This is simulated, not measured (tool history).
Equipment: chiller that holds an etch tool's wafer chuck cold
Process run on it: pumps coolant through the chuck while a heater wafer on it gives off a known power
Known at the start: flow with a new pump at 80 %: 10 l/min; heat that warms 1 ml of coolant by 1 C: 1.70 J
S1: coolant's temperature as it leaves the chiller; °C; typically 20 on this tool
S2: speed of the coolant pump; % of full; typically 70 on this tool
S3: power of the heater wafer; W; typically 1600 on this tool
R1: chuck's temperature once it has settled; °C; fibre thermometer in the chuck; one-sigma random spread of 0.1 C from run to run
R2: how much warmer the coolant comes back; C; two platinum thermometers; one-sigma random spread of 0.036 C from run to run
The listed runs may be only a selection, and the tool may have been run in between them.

run 1 hour=0 | S1=20 S2=70 S3=1600 | R1=31.9 R2=6.56
run 2 hour=132.3 | S1=20 S2=70 S3=1600 | R1=31.9 R2=6.63
run 3 hour=318.1 | S1=20 S2=70 S3=1600 | R1=31.9 R2=6.6
run 4 hour=488.4 | S1=16 S2=70 S3=1600 | R1=27.9 R2=6.59
-- hour=535.4 chiller's thermometer calibrated
run 5 hour=669.5 | S1=16 S2=70 S3=1600 | R1=28.1 R2=6.61
run 6 hour=876.7 | S1=16 S2=70 S3=1600 | R1=28.1 R2=6.68
run 7 hour=1065 | S1=20 S2=70 S3=801 | R1=25.9 R2=3.4
run 8 hour=1180.8 | S1=20 S2=70 S3=801 | R1=26 R2=3.4
run 9 hour=1269.3 | S1=20 S2=70 S3=801 | R1=26 R2=3.37
run 10 hour=1372.8 | S1=20 S2=70 S3=801 | R1=25.9 R2=3.34
run 11 hour=1456.3 | S1=20 S2=70 S3=801 | R1=26.1 R2=3.44
run 12 hour=1604.7 | S1=11 S2=70 S3=801 | R1=17 R2=3.51
run 13 hour=1772.5 | S1=20 S2=70 S3=1879 | R1=34.8 R2=8.03
run 14 hour=1862 | S1=20 S2=70 S3=1879 | R1=34.7 R2=8.09
run 15 hour=2034.1 | S1=20 S2=70 S3=1600 | R1=32.7 R2=6.88
run 16 hour=2176.7 | S1=20 S2=70 S3=1600 | R1=32.5 R2=6.9
run 17 hour=2261.4 | S1=16 S2=96 S3=1600 | R1=26.1 R2=4.91
run 18 hour=2402.3 | S1=30 S2=62 S3=1600 | R1=43.5 R2=8
run 19 hour=2492.7 | S1=11 S2=70 S3=904 | R1=18 R2=4
run 20 hour=2645.7 | S1=21 S2=70 S3=1148 | R1=29.8 R2=5.06
run 21 hour=2758.3 | S1=15 S2=70 S3=899 | R1=22 R2=3.99
-- hour=2780.8 chiller's thermometer calibrated
run 22 hour=2893.3 | S1=14 S2=90 S3=974 | R1=20.8 R2=3.26
run 23 hour=3021.6 | S1=14 S2=90 S3=974 | R1=20.8 R2=3.32
run 24 hour=3139.5 | S1=14 S2=90 S3=974 | R1=20.7 R2=3.29
run 25 hour=3324.2 | S1=14 S2=90 S3=974 | R1=21 R2=3.28
run 26 hour=3491.6 | S1=11 S2=61 S3=2385 | R1=32.5 R2=12.4
run 27 hour=3682.6 | S1=11 S2=61 S3=2385 | R1=32.6 R2=12.52
-- hour=3760.6 coolant changed, channels flushed
run 28 hour=3893.4 | S1=11 S2=77 S3=2385 | R1=28.2 R2=9.72
run 29 hour=3982.5 | S1=11 S2=77 S3=2385 | R1=28.4 R2=9.73
run 30 hour=4115 | S1=20 S2=61 S3=1600 | R1=33.7 R2=8.48
run 31 hour=4286.4 | S1=26 S2=62 S3=1406 | R1=37.8 R2=7.3

3 ways to go on from here, each from the tool as it stands after run 31. What would each give?
run A hour=4484.6 | S1=26 S2=88 S3=1406 | R1=? R2=?
run B hour=4484.6 | S1=20 S2=63 S3=1398 | R1=? R2=?
run C hour=4484.6 | S1=20 S2=70 S3=1063 | R1=? R2=?

run=A R1=35.6 R2=5.01
run=B R1=31.7 R2=7.14
run=C R1=28.4 R2=4.9
Take away the tool's hidden state, keep each run's random variation, and the runs would have read:
run=A R1=34.9 R2=4.41
run=B R1=30.9 R2=6.29
run=C R1=27.9 R2=4.32

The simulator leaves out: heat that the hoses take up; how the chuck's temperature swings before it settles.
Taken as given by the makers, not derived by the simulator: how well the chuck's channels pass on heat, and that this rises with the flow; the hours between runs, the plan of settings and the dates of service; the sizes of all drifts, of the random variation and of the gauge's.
